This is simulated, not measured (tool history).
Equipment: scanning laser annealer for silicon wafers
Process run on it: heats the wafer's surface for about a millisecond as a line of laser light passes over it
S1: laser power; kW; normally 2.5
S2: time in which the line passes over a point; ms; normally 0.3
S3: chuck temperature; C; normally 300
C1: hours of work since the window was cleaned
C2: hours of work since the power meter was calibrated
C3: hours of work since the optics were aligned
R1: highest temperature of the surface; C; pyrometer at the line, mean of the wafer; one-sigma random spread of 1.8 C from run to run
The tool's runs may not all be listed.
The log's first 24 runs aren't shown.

run	hour	S1	S2	S3	C1	C2	C3	R1
25	475.5	2.433	0.362	336	642	954	343	1055
# hour 495.9: window over the wafer cleaned
26	504.8	2.5	0.3	303	6	972	360	1023
27	527.8	2.5	0.3	303	21	987	375	1016
28	545.6	2.261	0.227	310	32	998	387	881
29	563.8	2.261	0.227	310	44	1010	398	882
30	586.6	2.261	0.319	292	58	1024	413	955
31	600.8	2.153	0.343	307	67	1034	422	960
32	624.6	2.5	0.3	313	83	1049	437	1023
33	640.3	2.63	0.3	277	93	1059	447	1026
34	665.8	2.5	0.3	266	109	1075	464	973
35	682.7	2.744	0.3	266	120	1086	475	1043
36	711.4	2.639	0.303	333	138	1105	493	1082
37	739.2	2.312	0.374	334	156	1123	511	1056
38	764.9	2.73	0.3	296	173	1139	527	1065
39	777.9	2.474	0.363	321	181	1147	536	1079
40	793.6	2.5	0.355	324	191	1157	546	1082
41	820.5	2.5	0.355	324	209	1175	563	1078

Consider 3 possible next runs. They are alternatives, not a sequence: every one starts from the tool as it was left by run 41. What does each give?
A	833.2	2.5	0.304	305	217	1183	571	?
B	833.2	2.5	0.281	261	217	1183	571	?
C	833.2	2.152	0.276	287	217	1183	571	?

run	R1
A	1010
B	945
C	871
Without the tool's unlogged condition, the same runs would have read:
run	R1
A	1025
B	961
C	884

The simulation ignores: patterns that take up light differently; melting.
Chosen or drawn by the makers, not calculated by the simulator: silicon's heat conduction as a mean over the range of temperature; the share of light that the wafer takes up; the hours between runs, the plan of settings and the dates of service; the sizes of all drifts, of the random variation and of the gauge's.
